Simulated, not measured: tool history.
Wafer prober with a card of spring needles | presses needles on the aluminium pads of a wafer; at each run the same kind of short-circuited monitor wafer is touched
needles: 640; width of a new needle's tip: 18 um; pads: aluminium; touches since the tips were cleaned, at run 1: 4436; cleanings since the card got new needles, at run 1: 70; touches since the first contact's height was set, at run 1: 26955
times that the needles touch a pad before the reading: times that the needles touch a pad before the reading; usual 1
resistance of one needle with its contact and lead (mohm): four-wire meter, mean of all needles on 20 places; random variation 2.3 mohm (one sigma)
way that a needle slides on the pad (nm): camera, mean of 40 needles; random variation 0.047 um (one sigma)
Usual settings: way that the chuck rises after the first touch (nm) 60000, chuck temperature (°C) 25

run,hour,way that the chuck rises after the first touch (nm),chuck temperature (°C),times that the needles touch a pad before the reading,touches since the tips were cleaned,cleanings since the card got new needles,touches since the first contact's height was set,resistance of one needle with its contact and lead (mohm),way that a needle slides on the pad (nm)
1,0.0,60000,25,1,4436,70,26955,258,10120
# hour 6.4: tips cleaned on abrasive film
# hour 20.1: tips cleaned on abrasive film
2,27.4,60000,25,1,3022,72,38208,260,10160
# hour 36.8: tips cleaned on abrasive film
# hour 52.3: tips cleaned on abrasive film
# hour 66.4: tips cleaned on abrasive film
3,69.5,60000,25,1,1278,75,55448,260,10130
# hour 80.8: tips cleaned on abrasive film
# hour 96.9: tips cleaned on abrasive film
# hour 111.2: tips cleaned on abrasive film
4,111.2,60000,25,1,0,78,72572,260,10170
# hour 126.5: tips cleaned on abrasive film
# hour 141.1: tips cleaned on abrasive film
5,154.1,60000,25,1,5392,80,90214,260,10180
# hour 157.6: tips cleaned on abrasive film
# hour 172.7: tips cleaned on abrasive film
6,175.6,60000,25,1,1207,82,99004,256,10090
# hour 187.9: tips cleaned on abrasive film
# hour 203.7: tips cleaned on abrasive film
7,205.0,60000,25,3,564,84,111079,263,10090
# hour 219.0: tips cleaned on abrasive film
8,226.9,60000,25,3,3275,85,120088,258,10140
# hour 233.7: tips cleaned on abrasive film
# hour 248.2: tips cleaned on abrasive film
9,249.4,60000,25,3,484,87,129284,258,10230
# hour 264.0: tips cleaned on abrasive film
# hour 279.5: tips cleaned on abrasive film
10,283.2,60000,25,3,1551,89,143187,262,10150
# hour 296.4: tips cleaned on abrasive film
# hour 312.6: tips cleaned on abrasive film
11,312.7,60000,49,3,61,91,155285,271,10190
# hour 327.6: tips cleaned on abrasive film
12,339.6,60000,25,1,4944,92,166329,260,10120
# hour 343.1: tips cleaned on abrasive film
# hour 358.3: tips cleaned on abrasive film
13,369.3,51000,25,1,4549,94,178544,262,8620
# hour 372.1: tips cleaned on abrasive film
# hour 387.9: tips cleaned on abrasive film
# hour 403.1: tips cleaned on abrasive film
14,412.2,51000,25,1,3753,97,196139,265,8700
# hour 418.0: tips cleaned on abrasive film
# hour 433.0: tips cleaned on abrasive film
# hour 441.3: height of the first contact set anew
15,443.2,51000,25,1,4077,99,774,264,8540
# hour 448.6: tips cleaned on abrasive film
# hour 464.6: tips cleaned on abrasive film
# hour 479.0: tips cleaned on abrasive film
16,484.2,51000,55,1,2163,102,17593,275,8650
# hour 493.0: tips cleaned on abrasive film
# hour 507.2: tips cleaned on abrasive film
# hour 521.1: tips cleaned on abrasive film
17,521.1,49000,25,1,0,105,32727,263,8260
# hour 536.9: tips cleaned on abrasive film
# hour 553.6: tips cleaned on abrasive film
18,553.9,49000,25,1,127,107,46186,261,8260
# hour 569.9: tips cleaned on abrasive film
19,577.7,60000,25,1,3199,108,55967,260,10090
# hour 586.8: tips cleaned on abrasive film
# hour 600.6: tips cleaned on abrasive film
20,601.7,43000,78,1,434,110,65791,280,7180
# hour 616.4: tips cleaned on abrasive film
# hour 630.5: tips cleaned on abrasive film
21,630.5,43000,50,2,0,112,77606,272,7260
# hour 644.9: tips cleaned on abrasive film
# hour 660.1: tips cleaned on abrasive film
22,664.0,43000,99,2,1578,114,91364,290,7190
# hour 675.5: tips cleaned on abrasive film
23,688.2,45000,77,2,5261,115,101329,285,7580
# hour 690.4: tips cleaned on abrasive film
# hour 705.8: tips cleaned on abrasive film
# hour 720.3: tips cleaned on abrasive film
24,725.2,56000,77,3,2024,118,116500,276,9540
# hour 735.4: tips cleaned on abrasive film
# hour 749.9: tips cleaned on abrasive film
25,763.5,56000,55,3,5621,120,132219,271,9540
# hour 767.0: tips cleaned on abrasive film
# hour 783.5: tips cleaned on abrasive film
26,791.1,60000,25,2,3127,122,143563,264,10200
# hour 798.3: tips cleaned on abrasive film
# hour 815.1: tips cleaned on abrasive film
27,828.6,78000,25,1,5563,124,158946,260,13260
# hour 832.1: tips cleaned on abrasive film
# hour 846.9: tips cleaned on abrasive film
28,853.5,53000,36,2,2738,126,169182,268,9020
# hour 862.6: tips cleaned on abrasive film
# hour 876.6: tips cleaned on abrasive film
# hour 890.3: tips cleaned on abrasive film
29,890.5,53000,36,2,73,129,184336,267,8910

4 ways to go on from here, each from the tool as it stands after run 29. What would each give?
# hour 904.7: tips cleaned on abrasive film
A,914.8,53000,36,3,4197,130,194339,?,?
# hour 904.7: tips cleaned on abrasive film
B,914.8,49000,37,1,4197,130,194339,?,?
# hour 904.7: tips cleaned on abrasive film
C,914.8,44000,25,3,4197,130,194339,?,?
# hour 904.7: tips cleaned on abrasive film
D,914.8,53000,121,1,4197,130,194339,?,?

run,resistance of one needle with its contact and lead (mohm),way that a needle slides on the pad (nm)
A,264,8950
B,269,8220
C,264,7450
D,290,9070
Without the tool's hidden state the same runs would have given:
run,resistance of one needle with its contact and lead (mohm),way that a needle slides on the pad (nm)
A,264,8960
B,268,8230
C,264,7450
D,290,9080
